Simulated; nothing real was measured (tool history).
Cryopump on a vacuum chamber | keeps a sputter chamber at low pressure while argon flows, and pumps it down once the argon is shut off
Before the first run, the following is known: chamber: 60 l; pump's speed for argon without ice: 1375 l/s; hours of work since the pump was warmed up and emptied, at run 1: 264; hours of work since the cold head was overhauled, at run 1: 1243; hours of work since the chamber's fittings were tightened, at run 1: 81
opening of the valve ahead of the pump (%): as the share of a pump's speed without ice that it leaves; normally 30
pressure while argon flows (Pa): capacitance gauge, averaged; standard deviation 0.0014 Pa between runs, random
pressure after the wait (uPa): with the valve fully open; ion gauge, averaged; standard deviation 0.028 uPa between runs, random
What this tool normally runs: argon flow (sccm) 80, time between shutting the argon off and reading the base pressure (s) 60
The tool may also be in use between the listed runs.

run,hour,argon flow (sccm),time between shutting the argon off and reading the base pressure (s),opening of the valve ahead of the pump (%),hours of work since the pump was warmed up and emptied,hours of work since the cold head was overhauled,hours of work since the chamber's fittings were tightened,pressure while argon flows (Pa),pressure after the wait (uPa)
1,0,80,60,30,264,1243,81,0.3337,1.37
2,89,80,60,30,304,1283,120,0.3343,1.39
3,176,80,126,30,342,1321,159,0.3374,0.85
4,266.7,80,126,30,382,1361,199,0.3333,0.9
5,344.2,80,126,30,417,1395,233,0.3378,0.87
6,432,80,60,30,455,1434,272,0.3376,1.51
7,489.7,82,186,30,481,1460,298,0.35,0.75
8,553.8,82,186,30,509,1488,326,0.3505,0.77
9,597.3,139,186,56,528,1507,345,0.3288,0.78
10,667.4,139,186,56,559,1538,376,0.3312,0.79
11,771.2,60,130,56,605,1584,422,0.1441,0.99

Forecast each of these 5 alternatives for the next run:
A,868.1,47,130,56,648,1627,465,?,?
B,868.1,80,60,16,648,1627,465,?,?
C,868.1,54,199,30,648,1627,465,?,?
D,868.1,80,55,56,648,1627,465,?,?
E,868.1,60,39,17,648,1627,465,?,?

run,pressure while argon flows (Pa),pressure after the wait (uPa)
A,0.1146,1.03
B,0.6332,1.67
C,0.2325,0.82
D,0.1944,1.66
E,0.4482,2.13
What these runs would have given with no unlogged condition in the tool:
run,pressure while argon flows (Pa),pressure after the wait (uPa)
A,0.1043,0.75
B,0.6157,1.39
C,0.2208,0.55
D,0.1769,1.39
E,0.4351,1.86
